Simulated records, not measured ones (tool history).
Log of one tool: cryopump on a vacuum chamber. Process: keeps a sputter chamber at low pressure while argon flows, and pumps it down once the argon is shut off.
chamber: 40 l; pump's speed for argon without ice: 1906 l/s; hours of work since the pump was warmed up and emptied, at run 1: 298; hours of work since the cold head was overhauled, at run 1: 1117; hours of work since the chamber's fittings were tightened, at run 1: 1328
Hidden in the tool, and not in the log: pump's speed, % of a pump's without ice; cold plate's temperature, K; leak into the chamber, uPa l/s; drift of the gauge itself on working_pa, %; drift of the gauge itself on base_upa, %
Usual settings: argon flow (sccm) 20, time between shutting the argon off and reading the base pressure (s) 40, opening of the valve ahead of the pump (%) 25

| run | day | argon flow (sccm) | time between shutting the argon off and reading the base pressure (s) | opening of the valve ahead of the pump (%) | hours of work since the pump was warmed up and emptied | hours of work since the cold head was overhauled | hours of work since the chamber's fittings were tightened | pressure while argon flows (Pa) | pressure after the wait (uPa) |
|---|---|---|---|---|---|---|---|---|---|
| 1 | 0 | 20 | 40 | 25 | 298 | 1117 | 1328 | 0.0769 | 2.31 |
| 2 | 1.129 | 20 | 40 | 25 | 314 | 1133 | 1344 | 0.0769 | 2.28 |
| 3 | 3.671 | 20 | 218 | 25 | 349 | 1168 | 1379 | 0.0782 | 1.07 |
| 4 | 6.121 | 20 | 218 | 25 | 383 | 1202 | 1413 | 0.0784 | 1.11 |
|  | 6.546 | pump warmed up, emptied and cooled again |
| 5 | 8.767 | 20 | 40 | 25 | 31 | 1236 | 1447 | 0.0726 | 2.16 |
| 6 | 10.196 | 20 | 40 | 25 | 51 | 1256 | 1466 | 0.0721 | 2.19 |
| 7 | 11.95 | 20 | 40 | 25 | 75 | 1280 | 1491 | 0.0744 | 2.19 |
| 8 | 13.608 | 20 | 40 | 33 | 98 | 1303 | 1514 | 0.0564 | 2.22 |
| 9 | 16.104 | 20 | 163 | 25 | 132 | 1337 | 1548 | 0.0738 | 1.15 |
| 10 | 17.467 | 20 | 163 | 23 | 151 | 1356 | 1567 | 0.0808 | 1.17 |
| 11 | 19.558 | 20 | 163 | 23 | 180 | 1385 | 1596 | 0.0797 | 1.19 |
| 12 | 21.146 | 20 | 40 | 16 | 202 | 1407 | 1618 | 0.114 | 2.33 |
| 13 | 22.879 | 9 | 40 | 25 | 226 | 1431 | 1642 | 0.0339 | 2.41 |
| 14 | 25.138 | 9 | 40 | 25 | 257 | 1462 | 1673 | 0.0334 | 2.42 |
| 15 | 26.904 | 20 | 40 | 25 | 282 | 1487 | 1697 | 0.0755 | 2.45 |
| 16 | 28.471 | 21 | 40 | 25 | 303 | 1508 | 1719 | 0.079 | 2.49 |
| 17 | 29.829 | 20 | 36 | 25 | 322 | 1527 | 1738 | 0.0775 | 2.66 |
| 18 | 31.375 | 20 | 36 | 25 | 343 | 1548 | 1759 | 0.0782 | 2.72 |
| 19 | 32.55 | 20 | 36 | 17 | 360 | 1565 | 1775 | 0.1102 | 2.68 |
|  | 33.792 | leaking fittings of the chamber tightened, without venting |
| 20 | 33.908 | 8 | 245 | 25 | 377 | 1582 | 2 | 0.0311 | 0.48 |
|  | 34.658 | pump warmed up, emptied and cooled again |
| 21 | 35.25 | 8 | 245 | 44 | 8 | 1598 | 17 | 0.0162 | 0.44 |
| 22 | 36.608 | 14 | 35 | 17 | 27 | 1617 | 36 | 0.0738 | 1.94 |
| 23 | 38.225 | 34 | 253 | 42 | 49 | 1639 | 58 | 0.074 | 0.45 |
| 24 | 40.688 | 21 | 253 | 30 | 83 | 1673 | 92 | 0.0627 | 0.48 |
| 25 | 43.35 | 10 | 46 | 37 | 120 | 1710 | 129 | 0.025 | 1.56 |
| 26 | 45.342 | 33 | 62 | 34 | 148 | 1737 | 157 | 0.091 | 1.22 |
| 27 | 47.217 | 37 | 43 | 34 | 174 | 1763 | 183 | 0.1009 | 1.75 |
| 28 | 48.938 | 23 | 65 | 42 | 197 | 1787 | 207 | 0.0527 | 1.23 |
| 29 | 50.179 | 17 | 136 | 19 | 215 | 1804 | 224 | 0.0819 | 0.74 |
| 30 | 52.592 | 20 | 77 | 45 | 248 | 1838 | 257 | 0.0435 | 1.12 |
| 31 | 53.983 | 20 | 120 | 37 | 267 | 1857 | 276 | 0.0527 | 0.85 |
| 32 | 55.608 | 14 | 217 | 44 | 290 | 1879 | 299 | 0.0321 | 0.67 |
| 33 | 58.117 | 20 | 40 | 32 | 324 | 1914 | 333 | 0.0621 | 1.9 |
| 34 | 60.262 | 20 | 40 | 26 | 354 | 1944 | 363 | 0.0741 | 1.88 |

3 ways to go on from here, each from the tool as it stands after run 34. What would each give?
|  | 62.629 | pump warmed up, emptied and cooled again |
| A | 62.629 | 20 | 121 | 26 | 0 | 1974 | 393 | ? | ? |
|  | 62.629 | pump warmed up, emptied and cooled again |
| B | 62.629 | 40 | 44 | 27 | 0 | 1974 | 393 | ? | ? |
|  | 62.629 | pump warmed up, emptied and cooled again |
| C | 62.629 | 27 | 101 | 27 | 0 | 1974 | 393 | ? | ? |

| run | pressure while argon flows (Pa) | pressure after the wait (uPa) |
|---|---|---|
| A | 0.0696 | 0.82 |
| B | 0.1323 | 1.69 |
| C | 0.0895 | 0.89 |
Without the tool's hidden state the same runs would have given:
| run | pressure while argon flows (Pa) | pressure after the wait (uPa) |
|---|---|---|
| A | 0.0691 | 0.66 |
| B | 0.1314 | 1.53 |
| C | 0.0889 | 0.73 |
